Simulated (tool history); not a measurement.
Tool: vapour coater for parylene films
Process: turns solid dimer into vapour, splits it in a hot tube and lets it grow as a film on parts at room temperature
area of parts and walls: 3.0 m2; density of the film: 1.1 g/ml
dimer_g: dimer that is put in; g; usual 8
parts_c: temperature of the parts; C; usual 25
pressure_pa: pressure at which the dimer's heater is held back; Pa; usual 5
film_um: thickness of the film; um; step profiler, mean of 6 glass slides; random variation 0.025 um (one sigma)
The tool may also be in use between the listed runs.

| run | hour | dimer_g | parts_c | pressure_pa | film_um |
|---|---|---|---|---|---|
| 1 | 0 | 8 | 25 | 5 | 1.81 |
| 2 | 39.2 | 8 | 18 | 5 | 2.11 |
| 3 | 65.6 | 8 | 18 | 5 | 2.11 |
| 4 | 103.2 | 8 | 31 | 5 | 1.53 |
| 5 | 138.5 | 8 | 31 | 5 | 1.49 |
| 6 | 179.4 | 8 | 20 | 5 | 1.95 |
| 7 | 222 | 8 | 20 | 8.66 | 1.9 |
| 8 | 263.6 | 8 | 20 | 8.66 | 1.91 |
| 9 | 282.1 | 8 | 20 | 8.66 | 1.9 |
| 10 | 318 | 8 | 25 | 5 | 1.73 |
| 11 | 357.8 | 8 | 25 | 5 | 1.66 |
| 12 | 385.5 | 8 | 25 | 5 | 1.71 |
| 13 | 404.4 | 8 | 25 | 5 | 1.7 |
| 14 | 427.4 | 8 | 25 | 5 | 1.68 |
| 15 | 459.4 | 8 | 25 | 5 | 1.7 |
|  | 481.2 | trap's valve overhauled |
| 16 | 484.7 | 8 | 25 | 5 | 1.83 |
| 17 | 526.1 | 8 | 25 | 5 | 1.81 |
| 18 | 547.9 | 8 | 28 | 5 | 1.69 |
| 19 | 572.4 | 8 | 28 | 5 | 1.66 |
| 20 | 610.8 | 11 | 23 | 5.1 | 2.53 |
| 21 | 636 | 4 | 20 | 5.19 | 0.97 |
| 22 | 680.3 | 4 | 20 | 5.19 | 0.99 |
| 23 | 718.5 | 4 | 20 | 5.19 | 1.02 |
| 24 | 760.6 | 8 | 23 | 6.74 | 1.78 |
| 25 | 792.3 | 10 | 23 | 6.74 | 2.23 |
| 26 | 820.1 | 8 | 21 | 11.96 | 1.83 |
| 27 | 844.4 | 8 | 21 | 11.96 | 1.81 |
| 28 | 873.8 | 8 | 21 | 11.96 | 1.78 |
| 29 | 901.8 | 8 | 21 | 11.96 | 1.75 |
| 30 | 934.7 | 8 | 21 | 11.96 | 1.72 |
| 31 | 952.7 | 8 | 24 | 10.12 | 1.66 |
| 32 | 990 | 3 | 20 | 2.65 | 0.7 |
|  | 1024.2 | trap's valve overhauled |
| 33 | 1038.4 | 3 | 20 | 2.65 | 0.82 |
| 34 | 1058.9 | 8 | 32 | 2.44 | 1.6 |
| 35 | 1086.4 | 5 | 27 | 5.15 | 1.06 |
| 36 | 1116.1 | 9 | 28 | 4.66 | 1.82 |
| 37 | 1157 | 9 | 28 | 4.66 | 1.86 |

Forecast each of these 4 alternatives for the next run:
| A | 1200.8 | 5 | 25 | 5 | ? |
| B | 1200.8 | 5 | 28 | 2.05 | ? |
| C | 1200.8 | 3 | 17 | 11.91 | ? |
| D | 1200.8 | 12 | 28 | 11.73 | ? |

| run | film_um |
|---|---|
| A | 1.12 |
| B | 1.05 |
| C | 0.78 |
| D | 2.32 |
Without the tool's hidden state the same runs would have given:
| run | film_um |
|---|---|
| A | 1.16 |
| B | 1.09 |
| C | 0.81 |
| D | 2.41 |
